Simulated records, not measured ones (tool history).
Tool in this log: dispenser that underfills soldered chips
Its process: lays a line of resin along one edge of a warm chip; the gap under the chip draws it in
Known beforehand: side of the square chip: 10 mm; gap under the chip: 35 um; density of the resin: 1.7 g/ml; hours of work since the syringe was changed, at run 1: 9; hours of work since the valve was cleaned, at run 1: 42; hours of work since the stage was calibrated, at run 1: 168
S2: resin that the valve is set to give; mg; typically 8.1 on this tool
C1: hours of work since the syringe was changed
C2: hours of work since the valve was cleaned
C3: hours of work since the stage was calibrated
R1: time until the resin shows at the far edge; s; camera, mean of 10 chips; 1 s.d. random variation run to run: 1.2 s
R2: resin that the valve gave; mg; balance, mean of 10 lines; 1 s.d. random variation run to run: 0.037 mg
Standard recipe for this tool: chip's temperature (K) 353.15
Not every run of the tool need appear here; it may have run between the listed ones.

run 1 hour=0 | chip's_temperature_(K)=353.15 S2=8.1 | C1=9 C2=42 C3=168 | R1=163.5 R2=7.84
-- hour=0.8 new syringe of resin
run 2 hour=3.9 | chip's_temperature_(K)=338.15 S2=8.1 | C1=2 C2=44 C3=171 | R1=211.1 R2=7.74
run 3 hour=9.6 | chip's_temperature_(K)=338.15 S2=8.1 | C1=6 C2=48 C3=174 | R1=245.3 R2=7.75
run 4 hour=13.9 | chip's_temperature_(K)=338.15 S2=8.1 | C1=8 C2=50 C3=177 | R1=276.4 R2=7.73
-- hour=15.2 new syringe of resin
run 5 hour=19.5 | chip's_temperature_(K)=338.15 S2=8.1 | C1=3 C2=54 C3=180 | R1=219.2 R2=7.68
run 6 hour=23.9 | chip's_temperature_(K)=344.15 S2=8.1 | C1=5 C2=56 C3=183 | R1=196.7 R2=7.64
-- hour=29.4 new syringe of resin
run 7 hour=30.9 | chip's_temperature_(K)=344.15 S2=8.1 | C1=1 C2=61 C3=187 | R1=165.4 R2=7.61
run 8 hour=35.6 | chip's_temperature_(K)=359.15 S2=7.14 | C1=4 C2=64 C3=190 | R1=116.9 R2=6.69
run 9 hour=39.8 | chip's_temperature_(K)=359.15 S2=7.14 | C1=7 C2=66 C3=193 | R1=128.8 R2=6.64
-- hour=42.2 dispensing valve cleaned and set on the balance
-- hour=44.8 new syringe of resin
run 10 hour=46.5 | chip's_temperature_(K)=348.15 S2=10.07 | C1=1 C2=3 C3=196 | R1=137.1 R2=10.05
run 11 hour=50.4 | chip's_temperature_(K)=341.15 S2=9.61 | C1=4 C2=5 C3=199 | R1=195.7 R2=9.6
run 12 hour=56.8 | chip's_temperature_(K)=343.15 S2=8.49 | C1=8 C2=9 C3=203 | R1=214.3 R2=8.46
-- hour=59.1 new syringe of resin
run 13 hour=62.5 | chip's_temperature_(K)=341.15 S2=7.77 | C1=2 C2=12 C3=206 | R1=189.9 R2=7.67

A few steps of R1 between consecutive runs. Split each: what settings, incoming material and random variation would produce without the hidden state, and what is left over for the hidden state, along with gauge scatter present in only one of the two compared results (measured, and without hidden state):
What the log doesn't record here: resin's viscosity, % of fresh resin's; dose that the valve gives, % of what is set; true chip temperature over the reading, C; drift of the gauge itself on fill_s, %; drift of the gauge itself on given_mg, %.
Run 4 -> 5: new syringe of resin. R1 -57.2 s: hidden state -56, all else -1.2.
Run 10 -> 11: chip's temperature (K) 348.15 -> 341.15, S2 10.07 -> 9.61. R1 +58.6 s: hidden state +18.2, all else +40.4.
